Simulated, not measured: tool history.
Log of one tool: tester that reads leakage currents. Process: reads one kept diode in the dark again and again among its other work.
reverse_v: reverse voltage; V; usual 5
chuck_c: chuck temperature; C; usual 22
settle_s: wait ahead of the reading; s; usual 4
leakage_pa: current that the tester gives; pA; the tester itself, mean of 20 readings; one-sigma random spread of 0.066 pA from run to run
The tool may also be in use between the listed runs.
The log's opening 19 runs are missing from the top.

run 20 hour=3197.5 | reverse_v=5 chuck_c=22 settle_s=0.5 | leakage_pa=16.87
run 21 hour=3384.2 | reverse_v=5 chuck_c=22 settle_s=0.5 | leakage_pa=17.05
run 22 hour=3526 | reverse_v=1.15 chuck_c=21 settle_s=4 | leakage_pa=9.2
run 23 hour=3693.1 | reverse_v=4.42 chuck_c=21 settle_s=4 | leakage_pa=14.72
-- hour=3731.2 tester calibrated
run 24 hour=3923 | reverse_v=5.09 chuck_c=27 settle_s=4 | leakage_pa=24.4
run 25 hour=4089.5 | reverse_v=2.8 chuck_c=44 settle_s=9.98 | leakage_pa=70.47
run 26 hour=4213.9 | reverse_v=2.8 chuck_c=40 settle_s=4.49 | leakage_pa=53.03
-- hour=4314.2 chuck's temperature calibrated
run 27 hour=4418.6 | reverse_v=1.09 chuck_c=22 settle_s=0.95 | leakage_pa=9.54
run 28 hour=4562.2 | reverse_v=1.09 chuck_c=22 settle_s=0.95 | leakage_pa=9.62
run 29 hour=4740.9 | reverse_v=3.32 chuck_c=22 settle_s=2.07 | leakage_pa=14.35
run 30 hour=4850.5 | reverse_v=3.32 chuck_c=22 settle_s=2.07 | leakage_pa=14.24
run 31 hour=5014 | reverse_v=6.86 chuck_c=35 settle_s=0.34 | leakage_pa=50.14
run 32 hour=5145 | reverse_v=5 chuck_c=22 settle_s=1.09 | leakage_pa=17.13
run 33 hour=5265.9 | reverse_v=5 chuck_c=49 settle_s=4 | leakage_pa=120.74
run 34 hour=5442.1 | reverse_v=5 chuck_c=49 settle_s=4 | leakage_pa=120.85
run 35 hour=5593.8 | reverse_v=5.18 chuck_c=26 settle_s=4.99 | leakage_pa=23.42
run 36 hour=5731.3 | reverse_v=5.13 chuck_c=44 settle_s=1.5 | leakage_pa=86.57
run 37 hour=5898.6 | reverse_v=3.5 chuck_c=59 settle_s=1.73 | leakage_pa=214
run 38 hour=6120.6 | reverse_v=4.67 chuck_c=46 settle_s=1.09 | leakage_pa=97.05
run 39 hour=6316.5 | reverse_v=4.67 chuck_c=46 settle_s=1.09 | leakage_pa=97.36
run 40 hour=6497.4 | reverse_v=4.67 chuck_c=46 settle_s=1.09 | leakage_pa=97.63
run 41 hour=6647.3 | reverse_v=4.67 chuck_c=46 settle_s=1.09 | leakage_pa=97.83

Predict each of these 3 candidate next runs independently; none follows another, all start after run 41:
run A hour=6853.2 | reverse_v=7.24 chuck_c=28 settle_s=1.82 | leakage_pa=?
run B hour=6853.2 | reverse_v=5 chuck_c=49 settle_s=1.01 | leakage_pa=?
run C hour=6853.2 | reverse_v=3.29 chuck_c=47 settle_s=9.12 | leakage_pa=?

run=A leakage_pa=32.77
run=B leakage_pa=124.85
run=C leakage_pa=94.51
The same runs, with their run-to-run variation unchanged, on a tool lacking any hidden condition would have given:
run=A leakage_pa=26.66
run=B leakage_pa=116.27
run=C leakage_pa=88.3

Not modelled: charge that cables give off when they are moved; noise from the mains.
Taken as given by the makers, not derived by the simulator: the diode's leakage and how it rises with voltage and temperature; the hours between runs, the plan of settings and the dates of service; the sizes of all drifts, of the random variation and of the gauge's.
